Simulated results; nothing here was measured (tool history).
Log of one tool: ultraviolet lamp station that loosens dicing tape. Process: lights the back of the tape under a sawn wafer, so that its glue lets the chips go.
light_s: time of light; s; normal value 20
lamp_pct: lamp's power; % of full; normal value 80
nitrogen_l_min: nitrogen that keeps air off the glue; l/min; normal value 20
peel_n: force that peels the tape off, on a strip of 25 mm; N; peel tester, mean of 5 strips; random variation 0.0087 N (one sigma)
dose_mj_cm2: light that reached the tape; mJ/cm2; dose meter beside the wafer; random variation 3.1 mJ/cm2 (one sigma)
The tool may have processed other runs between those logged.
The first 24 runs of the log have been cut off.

run    hour  light_s  lamp_pct  nitrogen_l_min  hours of work of the lamp  hours of work since the window was cleaned  peel_n  dose_mj_cm2
 25  1412.2       19        72              10                        632                                         162   1.531          275
     1426.1  -- lamp changed
 26  1458.3       15        72              10                         26                                         198   1.352          289
     1473.9  -- window cleaned of glue's vapour
 27  1532.1       15        72              10                         84                                          46   1.263          307
 28  1570.8       29        72              13                        115                                          77   0.329          573
 29  1643.8       29        93               8                        172                                         135   0.301          707
 30  1691.1       29        93               8                        210                                         172   0.327          685
     1741.5  -- window cleaned of glue's vapour
 31  1745.9       24        93               8                        253                                           4   0.374          590
 32  1786.5       25        78              10                        285                                          36    0.45          507
 33  1828.3       27        87              20                        319                                          69   0.271          586
 34    1877       15        65              36                        357                                         108   1.083          238
 35  1927.1       33        80               8                        397                                         147   0.361          613
 36  1983.8       16        65               8                        442                                         192   2.226          231
       2010  -- window cleaned of glue's vapour
 37  2063.5       31        80              13                        505                                          42   0.332          568
 38  2138.8       31        73              10                        565                                         102   0.473          485
 39  2201.9       31        73              10                        615                                         152    0.53          463
     2235.5  -- lamp changed
       2276  -- window cleaned of glue's vapour
 40  2280.4       17        69               6                         35                                           4   1.353          335
 41  2345.8       17        69               6                         87                                          55   1.506          321

Here are 5 independent what-if runs from the current tool condition. What would each one return?
  A  2400.7       21       100              18                        131                                          99       ?            ?
  B  2400.7       14        72              12                        131                                          99       ?            ?
  C  2400.7       20        81              20                        131                                          99       ?            ?
  D  2400.7       21        99              18                        131                                          99       ?            ?
  E  2400.7       17        93               6                        131                                          99       ?            ?

run  peel_n  dose_mj_cm2
  A   0.309          558
  B   1.354          268
  C   0.429          434
  D   0.286          553
  E   0.925          423
What these runs would have given with no unlogged condition in the tool:
run  peel_n  dose_mj_cm2
  A   0.278          627
  B   1.092          301
  C   0.355          487
  D   0.254          621
  E    0.73          475
